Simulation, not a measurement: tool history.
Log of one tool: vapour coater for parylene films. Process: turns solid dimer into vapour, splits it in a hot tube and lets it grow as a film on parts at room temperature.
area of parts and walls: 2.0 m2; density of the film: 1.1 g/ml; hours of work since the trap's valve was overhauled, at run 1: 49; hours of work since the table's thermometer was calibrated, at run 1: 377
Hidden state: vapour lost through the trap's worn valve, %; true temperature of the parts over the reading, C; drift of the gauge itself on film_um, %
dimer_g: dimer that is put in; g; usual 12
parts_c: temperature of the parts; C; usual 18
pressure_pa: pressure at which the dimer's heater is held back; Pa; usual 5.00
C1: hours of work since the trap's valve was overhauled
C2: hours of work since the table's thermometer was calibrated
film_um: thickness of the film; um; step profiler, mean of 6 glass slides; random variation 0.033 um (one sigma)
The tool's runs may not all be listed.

run 1 hour=0.0 | dimer_g=12 parts_c=18 pressure_pa=5.00 | C1=49 C2=377 | film_um=3.25
run 2 hour=13.4 | dimer_g=12 parts_c=18 pressure_pa=5.48 | C1=59 C2=387 | film_um=3.23
run 3 hour=24.4 | dimer_g=12 parts_c=18 pressure_pa=5.00 | C1=68 C2=396 | film_um=3.26
run 4 hour=37.3 | dimer_g=12 parts_c=18 pressure_pa=5.00 | C1=78 C2=406 | film_um=3.28
run 5 hour=51.2 | dimer_g=12 parts_c=18 pressure_pa=5.00 | C1=88 C2=416 | film_um=3.25
run 6 hour=60.3 | dimer_g=12 parts_c=18 pressure_pa=5.00 | C1=95 C2=424 | film_um=3.26
run 7 hour=68.7 | dimer_g=12 parts_c=18 pressure_pa=5.00 | C1=102 C2=430 | film_um=3.26
run 8 hour=79.2 | dimer_g=12 parts_c=18 pressure_pa=2.23 | C1=110 C2=438 | film_um=3.70
run 9 hour=89.0 | dimer_g=12 parts_c=18 pressure_pa=2.23 | C1=118 C2=446 | film_um=3.60
run 10 hour=99.9 | dimer_g=5 parts_c=18 pressure_pa=2.23 | C1=126 C2=454 | film_um=1.52
run 11 hour=115.3 | dimer_g=5 parts_c=18 pressure_pa=2.23 | C1=138 C2=466 | film_um=1.56
run 12 hour=122.1 | dimer_g=12 parts_c=15 pressure_pa=5.00 | C1=143 C2=472 | film_um=3.49
run 13 hour=135.6 | dimer_g=12 parts_c=15 pressure_pa=5.00 | C1=154 C2=482 | film_um=3.50
run 14 hour=142.0 | dimer_g=12 parts_c=15 pressure_pa=5.00 | C1=159 C2=487 | film_um=3.49
run 15 hour=148.6 | dimer_g=10 parts_c=18 pressure_pa=5.00 | C1=164 C2=492 | film_um=2.71
run 16 hour=163.8 | dimer_g=7 parts_c=18 pressure_pa=5.00 | C1=176 C2=504 | film_um=1.92
run 17 hour=173.5 | dimer_g=7 parts_c=18 pressure_pa=5.00 | C1=183 C2=512 | film_um=1.91
run 18 hour=180.5 | dimer_g=7 parts_c=18 pressure_pa=5.00 | C1=189 C2=517 | film_um=1.88
run 19 hour=187.5 | dimer_g=7 parts_c=18 pressure_pa=5.00 | C1=194 C2=522 | film_um=1.83
run 20 hour=200.3 | dimer_g=7 parts_c=18 pressure_pa=5.00 | C1=204 C2=532 | film_um=1.87
run 21 hour=206.7 | dimer_g=19 parts_c=18 pressure_pa=5.00 | C1=209 C2=537 | film_um=5.08
run 22 hour=214.8 | dimer_g=19 parts_c=18 pressure_pa=5.00 | C1=216 C2=544 | film_um=5.02
run 23 hour=228.0 | dimer_g=19 parts_c=18 pressure_pa=5.00 | C1=226 C2=554 | film_um=5.15
run 24 hour=240.9 | dimer_g=19 parts_c=18 pressure_pa=5.00 | C1=236 C2=564 | film_um=5.04
run 25 hour=255.3 | dimer_g=19 parts_c=18 pressure_pa=5.00 | C1=247 C2=575 | film_um=5.01
run 26 hour=270.5 | dimer_g=12 parts_c=25 pressure_pa=7.40 | C1=259 C2=587 | film_um=2.56
run 27 hour=281.7 | dimer_g=12 parts_c=25 pressure_pa=7.40 | C1=268 C2=596 | film_um=2.50
run 28 hour=288.8 | dimer_g=12 parts_c=24 pressure_pa=6.35 | C1=273 C2=601 | film_um=2.61
run 29 hour=297.3 | dimer_g=11 parts_c=24 pressure_pa=3.22 | C1=280 C2=608 | film_um=2.69
run 30 hour=304.2 | dimer_g=10 parts_c=23 pressure_pa=6.67 | C1=285 C2=613 | film_um=2.20
run 31 hour=313.4 | dimer_g=10 parts_c=23 pressure_pa=6.67 | C1=292 C2=620 | film_um=2.23
run 32 hour=323.1 | dimer_g=10 parts_c=23 pressure_pa=6.67 | C1=300 C2=628 | film_um=2.22
run 33 hour=333.1 | dimer_g=13 parts_c=11 pressure_pa=5.00 | C1=307 C2=636 | film_um=4.05
run 34 hour=344.5 | dimer_g=13 parts_c=11 pressure_pa=5.00 | C1=316 C2=645 | film_um=4.04
run 35 hour=353.2 | dimer_g=18 parts_c=17 pressure_pa=3.17 | C1=323 C2=651 | film_um=5.15
run 36 hour=367.2 | dimer_g=5 parts_c=19 pressure_pa=3.19 | C1=334 C2=662 | film_um=1.37
run 37 hour=376.8 | dimer_g=15 parts_c=19 pressure_pa=3.19 | C1=341 C2=670 | film_um=4.09
run 38 hour=391.1 | dimer_g=15 parts_c=19 pressure_pa=3.19 | C1=353 C2=681 | film_um=4.13
run 39 hour=405.7 | dimer_g=15 parts_c=19 pressure_pa=3.19 | C1=364 C2=692 | film_um=4.09
run 40 hour=414.0 | dimer_g=18 parts_c=18 pressure_pa=8.32 | C1=370 C2=699 | film_um=4.39
run 41 hour=424.4 | dimer_g=18 parts_c=18 pressure_pa=8.32 | C1=379 C2=707 | film_um=4.32
run 42 hour=431.6 | dimer_g=15 parts_c=18 pressure_pa=6.78 | C1=384 C2=712 | film_um=3.80
run 43 hour=440.4 | dimer_g=15 parts_c=20 pressure_pa=2.18 | C1=391 C2=719 | film_um=4.17
run 44 hour=455.8 | dimer_g=15 parts_c=20 pressure_pa=2.43 | C1=403 C2=731 | film_um=4.19
-- hour=461.1 trap's valve overhauled
run 45 hour=472.1 | dimer_g=12 parts_c=18 pressure_pa=5.27 | C1=9 C2=741 | film_um=3.24
run 46 hour=484.8 | dimer_g=14 parts_c=17 pressure_pa=5.27 | C1=18 C2=750 | film_um=3.96

Forecast each of these 3 alternatives for the next run:
run A hour=498.1 | dimer_g=12 parts_c=18 pressure_pa=2.48 | C1=29 C2=761 | film_um=?
run B hour=498.1 | dimer_g=14 parts_c=17 pressure_pa=2.69 | C1=29 C2=761 | film_um=?
run C hour=498.1 | dimer_g=14 parts_c=17 pressure_pa=3.89 | C1=29 C2=761 | film_um=?

run=A film_um=3.61
run=B film_um=4.29
run=C film_um=4.01
Without the tool's hidden state the same runs would have given:
run=A film_um=3.68
run=B film_um=4.38
run=C film_um=4.10
